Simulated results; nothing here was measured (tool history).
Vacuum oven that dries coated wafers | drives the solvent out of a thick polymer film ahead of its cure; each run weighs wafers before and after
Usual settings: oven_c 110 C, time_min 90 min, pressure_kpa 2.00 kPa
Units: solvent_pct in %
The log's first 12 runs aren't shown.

run,hour,oven_c,time_min,pressure_kpa,solvent_pct
13,468.9,110,90,2.00,2.19
# hour 513.1: oven's thermocouples calibrated
14,513.1,110,90,2.00,1.90
15,549.7,110,90,2.00,1.86
16,600.6,110,90,2.00,1.87
17,633.2,110,83,2.69,2.47
18,670.7,114,50,1.41,3.18
19,697.1,114,50,1.41,3.23
20,730.6,121,140,1.44,0.60
21,772.3,117,140,1.90,0.90
22,808.4,110,108,7.75,4.27
23,858.4,110,79,7.75,4.86
24,899.5,105,68,2.74,4.41
25,942.9,110,88,2.00,2.05
26,975.7,114,71,2.00,1.99
27,1007.8,101,71,2.00,4.87
28,1065.9,110,98,2.37,1.96
29,1101.6,99,74,1.44,5.00
30,1129.5,99,74,1.44,5.01
31,1155.5,109,161,2.00,1.23

Run 32 comes next. What will it give?
32,1193.7,99,90,2.00,?

{"run 32": {"solvent_pct": 4.26}}
Without the tool's hidden state the same run would have given solvent_pct 3.86 %.

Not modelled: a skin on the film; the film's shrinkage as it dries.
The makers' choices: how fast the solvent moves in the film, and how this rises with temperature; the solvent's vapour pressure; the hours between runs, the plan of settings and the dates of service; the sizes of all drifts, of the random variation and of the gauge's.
